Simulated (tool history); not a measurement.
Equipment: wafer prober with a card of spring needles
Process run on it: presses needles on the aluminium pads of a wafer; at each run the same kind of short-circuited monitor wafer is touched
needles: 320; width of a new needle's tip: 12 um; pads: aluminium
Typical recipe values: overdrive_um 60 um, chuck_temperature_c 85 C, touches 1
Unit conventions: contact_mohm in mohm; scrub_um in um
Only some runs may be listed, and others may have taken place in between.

| run | day | overdrive_um | chuck_temperature_c | touches | contact_mohm | scrub_um |
|---|---|---|---|---|---|---|
| 1 | 0.000 | 60 | 85 | 1 | 203 | 12.69 |
|  | 0.117 | height of the first contact set anew |
|  | 0.208 | tips cleaned on abrasive film |
|  | 0.429 | tips cleaned on abrasive film |
|  | 0.654 | tips cleaned on abrasive film |
| 2 | 0.825 | 60 | 85 | 1 | 205 | 12.81 |
|  | 0.875 | tips cleaned on abrasive film |
|  | 1.054 | tips cleaned on abrasive film |
|  | 1.275 | tips cleaned on abrasive film |
|  | 1.496 | tips cleaned on abrasive film |
|  | 1.721 | tips cleaned on abrasive film |
| 3 | 1.875 | 60 | 85 | 1 | 206 | 12.78 |
|  | 1.921 | tips cleaned on abrasive film |
|  | 2.146 | tips cleaned on abrasive film |
|  | 2.367 | tips cleaned on abrasive film |
|  | 2.592 | tips cleaned on abrasive film |
|  | 2.812 | tips cleaned on abrasive film |
|  | 2.992 | tips cleaned on abrasive film |
|  | 3.212 | tips cleaned on abrasive film |
| 4 | 3.308 | 60 | 85 | 1 | 205 | 12.69 |
|  | 3.400 | tips cleaned on abrasive film |
|  | 3.621 | tips cleaned on abrasive film |
|  | 3.842 | tips cleaned on abrasive film |
|  | 4.021 | tips cleaned on abrasive film |
|  | 4.246 | tips cleaned on abrasive film |
|  | 4.258 | height of the first contact set anew |
|  | 4.438 | tips cleaned on abrasive film |
| 5 | 4.471 | 60 | 85 | 1 | 207 | 12.84 |
|  | 4.650 | tips cleaned on abrasive film |
|  | 4.871 | tips cleaned on abrasive film |
|  | 5.050 | tips cleaned on abrasive film |
|  | 5.275 | tips cleaned on abrasive film |
|  | 5.496 | tips cleaned on abrasive film |
| 6 | 5.612 | 60 | 110 | 1 | 210 | 12.81 |
|  | 5.704 | tips cleaned on abrasive film |
|  | 5.883 | tips cleaned on abrasive film |
|  | 6.104 | tips cleaned on abrasive film |
|  | 6.329 | tips cleaned on abrasive film |
|  | 6.508 | tips cleaned on abrasive film |
|  | 6.729 | tips cleaned on abrasive film |
| 7 | 6.733 | 43 | 110 | 1 | 210 | 9.19 |
|  | 6.912 | tips cleaned on abrasive film |
|  | 7.133 | tips cleaned on abrasive film |
|  | 7.358 | tips cleaned on abrasive film |
| 8 | 7.358 | 60 | 85 | 1 | 204 | 12.73 |
|  | 7.538 | tips cleaned on abrasive film |
|  | 7.758 | tips cleaned on abrasive film |
|  | 7.983 | tips cleaned on abrasive film |
|  | 8.162 | tips cleaned on abrasive film |
|  | 8.383 | tips cleaned on abrasive film |
|  | 8.396 | height of the first contact set anew |
| 9 | 8.404 | 60 | 85 | 1 | 204 | 12.68 |
|  | 8.583 | tips cleaned on abrasive film |
|  | 8.804 | tips cleaned on abrasive film |
|  | 9.029 | tips cleaned on abrasive film |
|  | 9.250 | tips cleaned on abrasive film |
| 10 | 9.375 | 60 | 85 | 1 | 204 | 12.78 |
|  | 9.467 | tips cleaned on abrasive film |
|  | 9.688 | tips cleaned on abrasive film |
|  | 9.912 | tips cleaned on abrasive film |
|  | 10.133 | tips cleaned on abrasive film |
|  | 10.358 | tips cleaned on abrasive film |
|  | 10.533 | tips cleaned on abrasive film |
| 11 | 10.542 | 60 | 85 | 1 | 202 | 12.69 |
|  | 10.721 | tips cleaned on abrasive film |
|  | 10.942 | tips cleaned on abrasive film |
|  | 11.167 | tips cleaned on abrasive film |
|  | 11.388 | tips cleaned on abrasive film |
| 12 | 11.429 | 60 | 79 | 1 | 201 | 12.64 |
|  | 11.608 | tips cleaned on abrasive film |
|  | 11.833 | tips cleaned on abrasive film |
|  | 12.054 | tips cleaned on abrasive film |
|  | 12.275 | tips cleaned on abrasive film |
|  | 12.500 | tips cleaned on abrasive film |
|  | 12.512 | height of the first contact set anew |
| 13 | 12.654 | 60 | 85 | 1 | 202 | 12.78 |
|  | 12.704 | tips cleaned on abrasive film |
|  | 12.925 | tips cleaned on abrasive film |
|  | 13.150 | tips cleaned on abrasive film |
|  | 13.325 | tips cleaned on abrasive film |
|  | 13.550 | tips cleaned on abrasive film |
| 14 | 13.700 | 58 | 85 | 3 | 204 | 12.34 |
|  | 13.746 | tips cleaned on abrasive film |
|  | 13.971 | tips cleaned on abrasive film |
|  | 14.192 | tips cleaned on abrasive film |
|  | 14.412 | tips cleaned on abrasive film |
|  | 14.638 | tips cleaned on abrasive film |
|  | 14.858 | tips cleaned on abrasive film |
|  | 15.079 | tips cleaned on abrasive film |
| 15 | 15.108 | 58 | 85 | 3 | 206 | 12.27 |
|  | 15.283 | tips cleaned on abrasive film |
|  | 15.508 | tips cleaned on abrasive film |
|  | 15.729 | tips cleaned on abrasive film |
|  | 15.954 | tips cleaned on abrasive film |
| 16 | 16.121 | 51 | 85 | 2 | 207 | 10.82 |
|  | 16.167 | tips cleaned on abrasive film |
|  | 16.392 | tips cleaned on abrasive film |
|  | 16.612 | tips cleaned on abrasive film |
|  | 16.625 | height of the first contact set anew |
|  | 16.850 | tips cleaned on abrasive film |
|  | 17.071 | tips cleaned on abrasive film |
|  | 17.262 | tips cleaned on abrasive film |
| 17 | 17.262 | 54 | 39 | 1 | 194 | 11.49 |
|  | 17.438 | tips cleaned on abrasive film |
|  | 17.662 | tips cleaned on abrasive film |
|  | 17.883 | tips cleaned on abrasive film |
|  | 18.062 | tips cleaned on abrasive film |
|  | 18.283 | tips cleaned on abrasive film |
|  | 18.508 | tips cleaned on abrasive film |
| 18 | 18.612 | 44 | 120 | 1 | 213 | 9.48 |
|  | 18.704 | tips cleaned on abrasive film |
|  | 18.925 | tips cleaned on abrasive film |
|  | 19.150 | tips cleaned on abrasive film |
|  | 19.325 | tips cleaned on abrasive film |
| 19 | 19.454 | 48 | 69 | 3 | 199 | 10.17 |
|  | 19.546 | tips cleaned on abrasive film |
|  | 19.767 | tips cleaned on abrasive film |
|  | 19.992 | tips cleaned on abrasive film |
|  | 20.212 | tips cleaned on abrasive film |
|  | 20.433 | tips cleaned on abrasive film |
|  | 20.658 | tips cleaned on abrasive film |
|  | 20.758 | height of the first contact set anew |
| 20 | 20.804 | 60 | 85 | 2 | 202 | 12.71 |
|  | 20.850 | tips cleaned on abrasive film |
|  | 21.075 | tips cleaned on abrasive film |
|  | 21.296 | tips cleaned on abrasive film |
|  | 21.517 | tips cleaned on abrasive film |
|  | 21.742 | tips cleaned on abrasive film |
| 21 | 21.871 | 53 | 96 | 3 | 208 | 11.26 |
|  | 21.962 | tips cleaned on abrasive film |
|  | 22.142 | tips cleaned on abrasive film |
|  | 22.362 | tips cleaned on abrasive film |
|  | 22.583 | tips cleaned on abrasive film |
|  | 22.762 | tips cleaned on abrasive film |
|  | 22.988 | tips cleaned on abrasive film |
|  | 23.183 | tips cleaned on abrasive film |
| 22 | 23.183 | 53 | 96 | 3 | 209 | 11.23 |
|  | 23.362 | tips cleaned on abrasive film |
|  | 23.588 | tips cleaned on abrasive film |
|  | 23.808 | tips cleaned on abrasive film |
|  | 24.029 | tips cleaned on abrasive film |
| 23 | 24.033 | 53 | 96 | 3 | 207 | 11.19 |
|  | 24.212 | tips cleaned on abrasive film |
|  | 24.438 | tips cleaned on abrasive film |
|  | 24.658 | tips cleaned on abrasive film |
|  | 24.883 | tips cleaned on abrasive film |
|  | 24.896 | height of the first contact set anew |
|  | 25.117 | tips cleaned on abrasive film |
| 24 | 25.292 | 53 | 96 | 3 | 205 | 11.31 |

Below are 4 alternative next runs, each starting from the tool's condition after run 24. Predict each:
|  | 25.338 | tips cleaned on abrasive film |
|  | 25.558 | tips cleaned on abrasive film |
|  | 25.783 | tips cleaned on abrasive film |
|  | 26.004 | tips cleaned on abrasive film |
| A | 26.142 | 53 | 47 | 3 | ? | ? |
|  | 25.338 | tips cleaned on abrasive film |
|  | 25.558 | tips cleaned on abrasive film |
|  | 25.783 | tips cleaned on abrasive film |
|  | 26.004 | tips cleaned on abrasive film |
| B | 26.142 | 53 | 96 | 1 | ? | ? |
|  | 25.338 | tips cleaned on abrasive film |
|  | 25.558 | tips cleaned on abrasive film |
|  | 25.783 | tips cleaned on abrasive film |
|  | 26.004 | tips cleaned on abrasive film |
| C | 26.142 | 60 | 64 | 3 | ? | ? |
|  | 25.338 | tips cleaned on abrasive film |
|  | 25.558 | tips cleaned on abrasive film |
|  | 25.783 | tips cleaned on abrasive film |
|  | 26.004 | tips cleaned on abrasive film |
| D | 26.142 | 50 | 43 | 3 | ? | ? |

| run | contact_mohm | scrub_um |
|---|---|---|
| A | 199 | 11.28 |
| B | 211 | 11.26 |
| C | 201 | 12.74 |
| D | 197 | 10.49 |
Stripped of hidden state, with their random variation kept, the same runs would have yielded:
| run | contact_mohm | scrub_um |
|---|---|---|
| A | 198 | 11.28 |
| B | 211 | 11.26 |
| C | 201 | 12.74 |
| D | 196 | 10.49 |
